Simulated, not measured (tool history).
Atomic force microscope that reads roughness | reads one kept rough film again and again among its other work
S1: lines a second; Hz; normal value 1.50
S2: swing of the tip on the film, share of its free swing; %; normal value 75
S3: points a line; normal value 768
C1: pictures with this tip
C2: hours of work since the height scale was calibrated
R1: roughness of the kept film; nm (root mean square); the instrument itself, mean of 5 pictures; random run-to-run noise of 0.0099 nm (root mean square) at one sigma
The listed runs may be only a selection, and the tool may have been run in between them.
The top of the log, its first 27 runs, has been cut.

run    hour    S1  S2   S3   C1   C2     R1
 28  1061.3  0.52  75  495  127  315  1.889
 29  1105.9  0.95  75  377  242  350  1.603
     1111.5  -- new tip fitted
 30  1142.9  0.52  65  338   81  378  2.006
 31  1181.2  0.52  65  338  180  407  1.758
     1207.4  -- new tip fitted
 32  1228.6  0.92  83  569   55  443  2.094
 33  1274.2  0.86  83  713  172  478  1.776
     1303.4  -- new tip fitted
 34  1305.4  0.86  83  713    5  502  2.273
 35  1344.3  0.77  62  768  105  532  1.977
 36  1388.7  1.50  85  792  220  566  1.615
     1401.3  -- new tip fitted
 37  1447.2  2.88  66  655  118  610  1.856
     1498.9  -- new tip fitted
 38  1504.3  2.88  66  655   14  654  2.196
 39  1543.0  1.86  82  307  113  684  1.832
 40  1573.8  1.86  82  307  193  707  1.609
     1594.7  -- new tip fitted
 41  1603.1  1.08  75  698   22  730  2.229

Alternative continuations, all from the tool just after run 41; predict every row:
  A  1658.0  3.34  78  522  163  772   ?
  B  1658.0  0.95  89  698  163  772   ?
  C  1658.0  0.82  58  698  163  772   ?
  D  1658.0  1.00  62  698  163  772   ?

run     R1
  A  1.640
  B  1.723
  C  1.779
  D  1.772
Take away the tool's hidden state, keep each run's random variation, and the runs would have read:
run     R1
  A  2.144
  B  2.251
  C  2.327
  D  2.317

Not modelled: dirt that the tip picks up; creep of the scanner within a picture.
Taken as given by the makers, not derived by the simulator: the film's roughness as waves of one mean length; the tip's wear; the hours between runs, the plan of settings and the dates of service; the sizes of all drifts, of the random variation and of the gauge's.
